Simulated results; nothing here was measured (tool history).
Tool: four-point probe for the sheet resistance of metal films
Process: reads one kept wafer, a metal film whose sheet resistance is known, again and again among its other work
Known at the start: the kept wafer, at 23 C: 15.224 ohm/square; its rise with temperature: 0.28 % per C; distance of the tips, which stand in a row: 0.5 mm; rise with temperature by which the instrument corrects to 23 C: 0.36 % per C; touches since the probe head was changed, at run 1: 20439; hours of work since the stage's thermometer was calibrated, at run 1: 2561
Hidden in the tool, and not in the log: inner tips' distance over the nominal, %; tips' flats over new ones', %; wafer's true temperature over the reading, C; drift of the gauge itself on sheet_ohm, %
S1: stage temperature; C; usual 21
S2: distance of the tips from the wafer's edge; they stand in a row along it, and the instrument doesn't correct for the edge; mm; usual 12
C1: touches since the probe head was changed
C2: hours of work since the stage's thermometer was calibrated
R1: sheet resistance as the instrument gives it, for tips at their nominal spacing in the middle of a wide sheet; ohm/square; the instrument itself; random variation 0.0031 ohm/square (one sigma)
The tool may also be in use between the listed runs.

{"run": 1, "day": 0.0, "S1": 21, "S2": 12, "C1": 20439, "C2": 2561, "R1": 15.243881}
{"run": 2, "day": 3.654, "S1": 21, "S2": 12, "C1": 22073, "C2": 2619, "R1": 15.251746}
{"run": 3, "day": 8.796, "S1": 21, "S2": 12, "C1": 24371, "C2": 2699, "R1": 15.254226}
{"day": 9.646, "done": "stage's thermometer calibrated"}
{"run": 4, "day": 11.85, "S1": 21, "S2": 12, "C1": 25726, "C2": 34, "R1": 15.306452}
{"run": 5, "day": 14.796, "S1": 21, "S2": 12, "C1": 27044, "C2": 80, "R1": 15.303434}
{"run": 6, "day": 18.492, "S1": 21, "S2": 12, "C1": 28695, "C2": 138, "R1": 15.311213}
{"run": 7, "day": 22.575, "S1": 23, "S2": 12, "C1": 30521, "C2": 202, "R1": 15.286924}
{"run": 8, "day": 27.488, "S1": 23, "S2": 12, "C1": 32717, "C2": 279, "R1": 15.292847}
{"run": 9, "day": 31.942, "S1": 23, "S2": 12, "C1": 34707, "C2": 348, "R1": 15.29752}
{"run": 10, "day": 37.292, "S1": 23, "S2": 12, "C1": 37098, "C2": 432, "R1": 15.294502}
{"run": 11, "day": 39.638, "S1": 21, "S2": 12, "C1": 38147, "C2": 468, "R1": 15.320806}
{"run": 12, "day": 43.962, "S1": 21, "S2": 12, "C1": 40080, "C2": 536, "R1": 15.323197}
{"run": 13, "day": 46.271, "S1": 25, "S2": 7, "C1": 41112, "C2": 572, "R1": 15.309925}
{"run": 14, "day": 50.871, "S1": 25, "S2": 7, "C1": 43168, "C2": 644, "R1": 15.308693}
{"run": 15, "day": 53.058, "S1": 19, "S2": 9, "C1": 44147, "C2": 678, "R1": 15.374196}
{"run": 16, "day": 56.217, "S1": 19, "S2": 9, "C1": 45558, "C2": 727, "R1": 15.381064}
{"run": 17, "day": 60.533, "S1": 19, "S2": 9, "C1": 47488, "C2": 795, "R1": 15.368482}
{"run": 18, "day": 63.838, "S1": 19, "S2": 9, "C1": 48965, "C2": 846, "R1": 15.381379}

Run 19 comes next. What will it give?
{"run": 19, "day": 68.108, "S1": 19, "S2": 9, "C1": 50873, "C2": 913, "R1": "?"}

Run 19 gave R1 15.386650 ohm/square.
Without the tool's hidden state the same run would have given R1 15.301889 ohm/square.
